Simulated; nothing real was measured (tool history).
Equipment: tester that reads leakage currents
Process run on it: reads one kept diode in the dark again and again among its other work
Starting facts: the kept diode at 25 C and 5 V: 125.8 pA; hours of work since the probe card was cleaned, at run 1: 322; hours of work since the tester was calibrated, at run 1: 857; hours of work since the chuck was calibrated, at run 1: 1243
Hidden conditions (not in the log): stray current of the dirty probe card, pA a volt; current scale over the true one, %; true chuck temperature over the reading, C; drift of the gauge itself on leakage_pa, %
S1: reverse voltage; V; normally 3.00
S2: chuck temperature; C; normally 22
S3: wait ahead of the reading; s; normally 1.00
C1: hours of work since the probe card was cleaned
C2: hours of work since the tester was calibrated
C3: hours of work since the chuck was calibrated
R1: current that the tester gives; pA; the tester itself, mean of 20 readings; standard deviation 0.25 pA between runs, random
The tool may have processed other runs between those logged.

run   hour    S1  S2    S3   C1    C2    C3       R1
  1    0.0  3.00  22  1.00  322   857  1243    92.28
  2   40.4  3.00  22  1.00  351   887  1273    92.84
  3   81.3  5.56  22  1.00  382   917  1303   117.30
  4  108.8  5.56  22  1.00  402   938  1323   117.83
  5  133.4  3.00  22  1.00  420   956  1341    93.39
  6  165.9  3.00  22  0.32  444   980  1365    96.05
  7  220.4  3.00  22  0.32  485  1020  1406    95.30
     226.6  -- probe card cleaned and baked
  8  250.4  3.00  22  0.32   18  1040  1426    96.62
  9  301.1  3.00  36  4.11   55  1078  1463   279.00
     313.9  -- probe card cleaned and baked, once more
 10  342.7  3.00  36  4.11   21  1106  1492   277.19
 11  390.5  3.00  22  1.10   57  1142  1527    94.97
 12  439.6  3.00  22  1.10   93  1178  1564    94.81
 13  473.9  3.00  22  1.10  118  1203  1589    95.26
 14  496.4  3.52  59  1.10  135  1220  1606  1448.49
 15  531.4  3.52  59  1.10  161  1246  1631  1463.48
 16  576.7  3.11  24  0.43  194  1279  1665   114.38

Forecast each of these 3 alternatives for the next run:
  A  604.9  11.57  35  6.33  215  1300  1686   ?
  B  604.9   2.78  34  2.49  215  1300  1686   ?
  C  604.9   6.84  29  0.41  215  1300  1686   ?

run      R1
  A  432.91
  B  236.89
  C  230.94
Stripped of hidden state, with their random variation kept, the same runs would have yielded:
run      R1
  A  375.91
  B  205.81
  C  199.99
